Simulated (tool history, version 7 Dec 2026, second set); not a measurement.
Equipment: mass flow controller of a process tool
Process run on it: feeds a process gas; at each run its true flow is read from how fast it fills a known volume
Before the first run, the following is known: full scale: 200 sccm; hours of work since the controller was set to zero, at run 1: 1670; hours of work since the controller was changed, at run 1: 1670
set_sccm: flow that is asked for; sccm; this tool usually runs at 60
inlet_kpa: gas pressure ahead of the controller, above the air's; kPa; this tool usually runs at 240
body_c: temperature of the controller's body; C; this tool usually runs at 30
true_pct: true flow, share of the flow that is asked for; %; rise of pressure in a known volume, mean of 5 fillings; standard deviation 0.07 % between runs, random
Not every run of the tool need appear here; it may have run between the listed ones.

run	hour	set_sccm	inlet_kpa	body_c	hours of work since the controller was set to zero	hours of work since the controller was changed	true_pct
1	0	60	240	30	1670	1670	98.34
2	282.3	60	240	30	1806	1806	98.3
3	753	60	240	30	2032	2032	98.1
4	1008.4	60	240	30	2155	2155	98.04
5	1385.7	60	240	30	2336	2336	97.87
6	1894.5	60	240	30	2580	2580	97.64
7	2383.9	60	240	30	2815	2815	97.67
8	2774.9	60	184	30	3003	3003	97.89
9	3221.2	60	184	30	3218	3218	97.51
10	3498.3	60	184	30	3351	3351	97.43
11	3971	60	184	30	3578	3578	97.26
12	4406.3	60	184	30	3787	3787	97.02
13	4749.2	60	184	30	3952	3952	96.88
14	5033.2	60	184	30	4088	4088	96.83
15	5285.1	60	240	30	4209	4209	96.42
16	5589	60	240	30	4355	4355	96.28
17	5841.2	60	240	30	4476	4476	96.3
18	6209.4	60	240	30	4653	4653	95.93
19	6578.3	60	240	30	4830	4830	95.92
# hour 6894.3: gauge calibrated
20	7042.4	54	240	30	5053	5053	98.32
21	7251.1	60	240	30	5153	5153	98.13
22	7643.1	60	240	25	5342	5342	98.43
23	8102.3	60	240	33	5562	5562	97.79
24	8354.1	60	220	33	5683	5683	97.78
25	8603.7	22	251	33	5803	5803	97.17
26	9053.9	22	202	32	6019	6019	97.52
27	9463.6	57	246	30	6216	6216	97.32
28	9726.7	57	246	30	6342	6342	97.29
29	10110.9	67	240	24	6527	6527	97.71
30	10451.4	60	243	37	6691	6691	96.67
31	10923.2	60	243	37	6917	6917	96.38
32	11220.2	60	247	30	7060	7060	96.72
33	11514.7	60	183	21	7201	7201	97.54
34	11982.2	163	255	23	7426	7426	97.54
35	12446.5	20	255	20	7649	7649	96.45
36	12850.6	51	205	20	7843	7843	96.86
37	13316.8	22	178	40	8067	8067	95.41
38	13794.5	33	262	30	8296	8296	95.41
39	14272.1	33	161	25	8526	8526	96.34
40	14744.3	23	238	23	8753	8753	95.61
# hour 15100.4: controller's zero set anew
41	15206.6	23	238	23	51	8975	95.46
42	15596.9	135	196	30	238	9162	96.02
43	15943.3	135	196	30	405	9328	95.77
44	16175.6	135	196	30	516	9440	95.73
45	16466.1	60	143	33	656	9580	95.3
46	16922.7	60	143	33	875	9799	95.01
47	17140.6	101	245	24	980	9903	95.1
48	17475.9	180	160	28	1141	10065	95.96

For some of the steps in true_pct from one run to the next: how much would appear even if the tool had no hidden state, given the settings, what came in and random variation, and how much remains for the hidden state plus any gauge scatter that the measured result and the result without hidden state don't share?
Hidden state present: flow at rest that the sensor doesn't see, % of full scale; true flow over the shown one, %; drift of the gauge itself on true_pct, %.
Run 5 -> 6: no setting changed, nothing entered. true_pct -0.23 %: hidden state -0.2, all else -0.03.
Run 19 -> 20: set_sccm 60 -> 54, gauge calibrated. true_pct +2.4 %: hidden state +2.41, all else -0.01.
Run 34 -> 35: set_sccm 163 -> 20, body_c 23 -> 20. true_pct -1.09 %: hidden state -0.18, all else -0.91.
Run 36 -> 37: set_sccm 51 -> 22, inlet_kpa 205 -> 178, body_c 20 -> 40. true_pct -1.45 %: hidden state -0.17, all else -1.28.
Run 38 -> 39: inlet_kpa 262 -> 161, body_c 30 -> 25. true_pct +0.93 %: hidden state -0.2, all else +1.13.
